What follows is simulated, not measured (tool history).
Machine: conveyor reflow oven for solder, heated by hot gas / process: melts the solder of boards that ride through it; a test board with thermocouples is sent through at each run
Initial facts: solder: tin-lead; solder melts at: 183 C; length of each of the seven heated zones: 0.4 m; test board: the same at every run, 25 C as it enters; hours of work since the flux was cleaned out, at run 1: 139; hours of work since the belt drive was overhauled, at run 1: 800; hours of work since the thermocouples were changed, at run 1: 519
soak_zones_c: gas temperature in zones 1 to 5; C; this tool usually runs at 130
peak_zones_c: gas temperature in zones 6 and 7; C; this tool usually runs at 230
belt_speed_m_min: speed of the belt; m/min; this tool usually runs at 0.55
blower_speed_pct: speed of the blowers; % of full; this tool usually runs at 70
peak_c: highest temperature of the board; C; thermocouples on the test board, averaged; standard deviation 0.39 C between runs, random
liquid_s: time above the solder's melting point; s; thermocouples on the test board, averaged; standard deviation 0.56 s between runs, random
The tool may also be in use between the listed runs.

run	day	soak_zones_c	peak_zones_c	belt_speed_m_min	blower_speed_pct	hours of work since the flux was cleaned out	hours of work since the belt drive was overhauled	hours of work since the thermocouples were changed	peak_c	liquid_s
1	0	130	230	0.55	70	139	800	519	208	52.3
2	2.392	130	230	0.55	70	183	843	562	206.9	51.8
# day 3.171: flux residue cleaned out of gas plates and filters
# day 3.646: thermocouples of zones 6 and 7 changed
3	4.354	130	230	0.55	70	20	874	13	206.7	51.3
4	5.725	130	230	0.55	70	45	898	38	207.2	51.2
5	8.038	130	230	0.55	70	87	940	80	206.9	49.9
6	9.358	130	232	0.55	70	111	964	104	207.4	51.7
7	10.592	130	230	0.55	70	133	987	126	206.8	49.5
# day 11.675: flux residue cleaned out of gas plates and filters, once more
8	13.417	130	230	0.55	70	32	1034	174	209	55.1
9	14.512	130	230	0.566	62	51	1054	194	206	47.9
10	16.483	128	245	0.541	70	87	1090	229	222.2	67.4
11	17.954	128	222	0.509	74	114	1117	256	205	52.4
12	19.804	130	230	0.55	69	148	1150	290	207.5	52.4
13	21.492	130	226	0.621	67	178	1181	320	198.6	34.5
# day 22.479: flux residue cleaned out of gas plates and filters
14	23.325	130	226	0.591	85	15	1211	350	206	47.3

Here are 5 independent what-if runs from the current tool condition. What would each one return?
A	25.429	142	230	0.55	70	54	1249	388	?	?
B	25.429	130	226	0.591	65	54	1249	388	?	?
C	25.429	130	238	0.559	82	54	1249	388	?	?
D	25.429	130	226	0.591	85	54	1249	388	?	?
E	25.429	115	229	0.484	85	54	1249	388	?	?

run	peak_c	liquid_s
A	210.3	60.5
B	200.9	40.6
C	217.3	61.3
D	206.3	46.7
E	211.6	61.8
Take away the tool's hidden state, keep each run's random variation, and the runs would have read:
run	peak_c	liquid_s
A	211.1	60.3
B	201.7	40.9
C	218.2	61
D	207.2	47
E	212.6	61.8
